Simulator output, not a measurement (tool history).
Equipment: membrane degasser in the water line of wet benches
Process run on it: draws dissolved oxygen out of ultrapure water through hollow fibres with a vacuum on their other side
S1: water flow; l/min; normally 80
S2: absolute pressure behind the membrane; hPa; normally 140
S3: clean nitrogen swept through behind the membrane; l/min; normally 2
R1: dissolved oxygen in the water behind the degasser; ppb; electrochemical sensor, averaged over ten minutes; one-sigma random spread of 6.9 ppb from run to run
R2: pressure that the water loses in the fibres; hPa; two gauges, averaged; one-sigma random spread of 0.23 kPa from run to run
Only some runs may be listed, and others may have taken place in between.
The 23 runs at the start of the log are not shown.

run	hour	S1	S2	S3	R1	R2
24	3175.5	52	184	1.57	967.6	382.2
25	3275.1	78	109	2.77	527.9	575.2
26	3405.9	78	109	2.77	529.9	576.2
27	3574.1	90	193	2.02	1347.1	659.3
28	3700.5	90	193	2.02	1347.6	666.5
29	3887	90	193	2.02	1341.9	664.9
30	3977.5	90	193	2.02	1324.8	660.6
31	4106.8	90	193	2.02	1341.8	665.9
32	4235.2	87	308	2	1985.3	642.5

4 ways to go on from here, each from the tool as it stands after run 32. What would each give?
A	4371.1	70	140	0.91	?	?
B	4371.1	110	308	4.12	?	?
C	4371.1	87	87	2	?	?
D	4371.1	76	293	2	?	?

run	R1	R2
A	1286.9	519.1
B	1508.9	810.5
C	557.9	644.4
D	1714	565.4
Take away the tool's hidden state, keep each run's random variation, and the runs would have read:
run	R1	R2
A	1286.6	507.8
B	1508.4	792.8
C	557.4	630.3
D	1713.7	553.1
